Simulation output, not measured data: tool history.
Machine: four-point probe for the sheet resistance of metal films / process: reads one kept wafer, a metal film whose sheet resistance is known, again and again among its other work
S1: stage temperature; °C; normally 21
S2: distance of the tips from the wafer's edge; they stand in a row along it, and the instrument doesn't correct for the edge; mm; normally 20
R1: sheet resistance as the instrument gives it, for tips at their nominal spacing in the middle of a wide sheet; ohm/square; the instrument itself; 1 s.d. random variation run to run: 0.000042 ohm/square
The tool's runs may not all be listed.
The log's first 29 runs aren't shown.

| run | hour | S1 | S2 | R1 |
|---|---|---|---|---|
| 30 | 559.8 | 31 | 34 | 0.212627 |
| 31 | 574.8 | 20 | 11 | 0.213981 |
| 32 | 588.6 | 24 | 9 | 0.214776 |
| 33 | 609.7 | 31 | 9 | 0.214784 |
| 34 | 636 | 31 | 8 | 0.215369 |
| 35 | 649.5 | 31 | 8 | 0.21547 |
| 36 | 673.6 | 21 | 12 | 0.213838 |
| 37 | 688.2 | 21 | 12 | 0.213769 |
| 38 | 713.7 | 19 | 42 | 0.212625 |

Predict each of these 5 candidate next runs independently; none follows another, all start after run 38:
| A | 728.1 | 22 | 26 | ? |
| B | 728.1 | 33 | 62 | ? |
| C | 728.1 | 21 | 20 | ? |
| D | 728.1 | 27 | 54 | ? |
| E | 728.1 | 23 | 54 | ? |

| run | R1 |
|---|---|
| A | 0.212842 |
| B | 0.212676 |
| C | 0.213061 |
| D | 0.212638 |
| E | 0.212652 |
The same runs, with their run-to-run variation unchanged, on a tool lacking any hidden condition would have given:
| run | R1 |
|---|---|
| A | 0.211982 |
| B | 0.211816 |
| C | 0.2122 |
| D | 0.211778 |
| E | 0.211792 |
